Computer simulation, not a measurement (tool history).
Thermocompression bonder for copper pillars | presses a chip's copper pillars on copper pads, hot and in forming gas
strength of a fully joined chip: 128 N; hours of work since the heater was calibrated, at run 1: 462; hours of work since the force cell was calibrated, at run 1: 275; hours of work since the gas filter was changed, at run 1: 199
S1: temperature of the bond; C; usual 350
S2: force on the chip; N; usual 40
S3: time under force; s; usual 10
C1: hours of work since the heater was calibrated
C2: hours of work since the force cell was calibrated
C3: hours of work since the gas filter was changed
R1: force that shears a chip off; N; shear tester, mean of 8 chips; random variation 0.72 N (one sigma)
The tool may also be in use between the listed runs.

run,hour,S1,S2,S3,C1,C2,C3,R1
1,0.0,350,40,10,462,275,199,49.2
2,9.7,350,40,13,466,280,203,53.8
3,21.6,350,40,10,472,285,209,47.3
4,39.8,350,47,10,480,294,217,56.2
5,58.5,350,47,10,489,302,226,56.4
6,79.8,350,47,10,499,312,236,55.4
7,96.2,350,40,10,506,320,243,47.4
8,108.6,350,40,10,512,325,249,48.1
9,129.8,350,40,10,522,335,259,47.3
10,145.9,367,40,10,529,343,266,53.6
11,165.1,367,40,10,538,352,275,53.6
12,174.5,367,40,10,543,356,280,53.5
13,192.2,367,40,10,551,364,288,53.4
14,215.0,350,35,10,561,375,298,42.2
# hour 237.6: forming gas filter changed
15,237.6,350,40,10,572,385,0,50.4
16,258.6,350,34,10,581,395,10,44.5
17,268.0,358,47,6,586,399,14,50.0
18,288.9,356,40,8,595,409,24,48.5
19,302.9,354,30,25,602,415,30,57.2
20,325.6,378,26,15,612,425,41,47.9
21,337.7,378,26,15,618,431,46,49.2
22,347.0,378,26,17,622,435,51,51.0
23,364.6,350,26,16,630,444,59,40.9
24,375.4,350,36,9,635,449,64,44.2
25,389.0,329,40,9,642,455,70,40.3
26,401.9,334,33,15,648,461,76,43.7
27,418.7,330,35,15,655,469,84,42.7
28,441.3,375,44,19,666,479,94,79.0
29,464.4,340,42,10,676,490,105,48.0

3 ways to go on from here, each from the tool as it stands after run 29. What would each give?
A,484.3,339,42,12,686,499,114,?
B,484.3,324,26,10,686,499,114,?
C,484.3,359,37,10,686,499,114,?

run,R1
A,50.1
B,25.6
C,49.3
Without the tool's hidden state the same runs would have given:
run,R1
A,53.3
B,27.5
C,52.4

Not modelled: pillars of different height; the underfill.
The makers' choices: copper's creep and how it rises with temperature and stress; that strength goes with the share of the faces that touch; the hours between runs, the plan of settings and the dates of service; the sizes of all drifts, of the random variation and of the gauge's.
